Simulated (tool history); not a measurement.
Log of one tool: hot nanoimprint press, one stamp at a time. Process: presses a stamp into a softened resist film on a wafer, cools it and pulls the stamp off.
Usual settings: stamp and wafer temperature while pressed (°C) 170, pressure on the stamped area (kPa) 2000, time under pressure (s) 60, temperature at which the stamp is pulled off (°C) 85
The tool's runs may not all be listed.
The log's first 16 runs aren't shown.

run	hour	stamp and wafer temperature while pressed (°C)	pressure on the stamped area (kPa)	time under pressure (s)	temperature at which the stamp is pulled off (°C)	hours of work since the thermocouple was calibrated	imprints on the stamp's release coat	hours of work since the press's seals were changed	resist left under the stamp's widest pad (Å)	greatest force while the stamp is pulled off (N)
17	123.1	172	1910	51	85	389	487	234	1419	225
18	129.2	170	2000	60	86	392	504	237	1445	222
19	139.6	170	2000	52	85	397	533	242	1505	222
20	147.6	170	2000	52	89	401	555	246	1500	217
21	157.8	181	2000	60	80	406	583	251	885	239
22	163.5	181	2000	60	80	408	599	253	892	233
23	170.4	181	2000	60	74	412	619	257	883	247
24	181.3	170	1410	60	85	417	649	262	1735	231
25	187.7	170	2600	46	85	420	667	265	1367	226
26	198.6	166	2720	46	85	425	697	271	1590	229
27	206.2	170	2690	49	85	429	718	274	1305	231
28	211.9	170	2570	37	85	432	734	277	1479	233
29	217.5	171	2000	60	89	435	750	280	1372	229
30	227.7	176	2000	60	89	440	778	285	1104	227

4 ways to go on from here, each from the tool as it stands after run 30. What would each give?
A	236.2	173	2000	60	89	444	802	289	?	?
B	236.2	176	2370	57	89	444	802	289	?	?
C	236.2	178	2660	60	86	444	802	289	?	?
D	236.2	175	2000	60	89	444	802	289	?	?

run	resist left under the stamp's widest pad (Å)	greatest force while the stamp is pulled off (N)
A	1263	232
B	1014	227
C	863	232
D	1155	225
Without the tool's hidden state the same runs would have given:
run	resist left under the stamp's widest pad (Å)	greatest force while the stamp is pulled off (N)
A	1150	205
B	923	200
C	786	204
D	1053	198
